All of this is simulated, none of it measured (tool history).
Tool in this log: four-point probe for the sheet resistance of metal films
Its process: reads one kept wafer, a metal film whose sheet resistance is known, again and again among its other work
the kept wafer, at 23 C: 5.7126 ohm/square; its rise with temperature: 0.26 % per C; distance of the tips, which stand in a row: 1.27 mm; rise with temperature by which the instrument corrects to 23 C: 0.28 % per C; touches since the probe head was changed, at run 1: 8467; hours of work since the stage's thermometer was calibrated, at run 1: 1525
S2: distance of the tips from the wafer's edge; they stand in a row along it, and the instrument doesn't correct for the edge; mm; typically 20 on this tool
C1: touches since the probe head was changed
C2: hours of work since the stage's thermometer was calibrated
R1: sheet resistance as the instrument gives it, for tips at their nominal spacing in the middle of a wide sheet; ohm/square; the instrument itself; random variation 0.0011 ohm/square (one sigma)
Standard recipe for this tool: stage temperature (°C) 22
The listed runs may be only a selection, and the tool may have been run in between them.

run 1 day=0.000 | stage_temperature_(°C)=22 S2=20 | C1=8467 C2=1525 | R1=5.742729
run 2 day=0.500 | stage_temperature_(°C)=33 S2=20 | C1=8660 C2=1532 | R1=5.730855
run 3 day=1.300 | stage_temperature_(°C)=22 S2=20 | C1=8970 C2=1544 | R1=5.742640
run 4 day=2.308 | stage_temperature_(°C)=22 S2=20 | C1=9360 C2=1558 | R1=5.743435
run 5 day=3.300 | stage_temperature_(°C)=22 S2=20 | C1=9744 C2=1573 | R1=5.743919
run 6 day=4.454 | stage_temperature_(°C)=22 S2=15 | C1=10190 C2=1589 | R1=5.753594
run 7 day=5.300 | stage_temperature_(°C)=22 S2=15 | C1=10517 C2=1602 | R1=5.753247
run 8 day=5.825 | stage_temperature_(°C)=22 S2=15 | C1=10720 C2=1609 | R1=5.753028
run 9 day=6.608 | stage_temperature_(°C)=22 S2=4 | C1=11022 C2=1621 | R1=6.025202
run 10 day=7.733 | stage_temperature_(°C)=22 S2=4 | C1=11458 C2=1637 | R1=6.025953
run 11 day=8.862 | stage_temperature_(°C)=22 S2=20 | C1=11894 C2=1654 | R1=5.745809
run 12 day=9.825 | stage_temperature_(°C)=22 S2=20 | C1=12267 C2=1668 | R1=5.743222
run 13 day=10.404 | stage_temperature_(°C)=19 S2=4 | C1=12490 C2=1676 | R1=6.030266
run 14 day=11.225 | stage_temperature_(°C)=20 S2=25 | C1=12807 C2=1688 | R1=5.740724
run 15 day=12.104 | stage_temperature_(°C)=20 S2=25 | C1=13147 C2=1701 | R1=5.742965
run 16 day=13.067 | stage_temperature_(°C)=32 S2=21 | C1=13519 C2=1715 | R1=5.734123
run 17 day=13.712 | stage_temperature_(°C)=32 S2=21 | C1=13769 C2=1724 | R1=5.735252
run 18 day=14.608 | stage_temperature_(°C)=32 S2=22 | C1=14115 C2=1737 | R1=5.732320
run 19 day=15.242 | stage_temperature_(°C)=20 S2=15 | C1=14361 C2=1746 | R1=5.758633
run 20 day=16.100 | stage_temperature_(°C)=20 S2=15 | C1=14692 C2=1759 | R1=5.754402
run 21 day=16.729 | stage_temperature_(°C)=29 S2=3 | C1=14936 C2=1768 | R1=6.226403
run 22 day=17.679 | stage_temperature_(°C)=29 S2=3 | C1=15304 C2=1782 | R1=6.227480
run 23 day=18.712 | stage_temperature_(°C)=29 S2=3 | C1=15703 C2=1797 | R1=6.226332

Each row is a separate what-if for the run after 23, all from the same tool condition, not one after another. Results?
run A day=19.600 | stage_temperature_(°C)=21 S2=63 | C1=16046 C2=1810 | R1=?
run B day=19.600 | stage_temperature_(°C)=22 S2=7 | C1=16046 C2=1810 | R1=?
run C day=19.600 | stage_temperature_(°C)=19 S2=20 | C1=16046 C2=1810 | R1=?

run=A R1=5.734984
run=B R1=5.836047
run=C R1=5.750482
With the hidden condition removed and each run's random variation left untouched, the same runs would have given:
run=A R1=5.713925
run=B R1=5.814661
run=C R1=5.729307
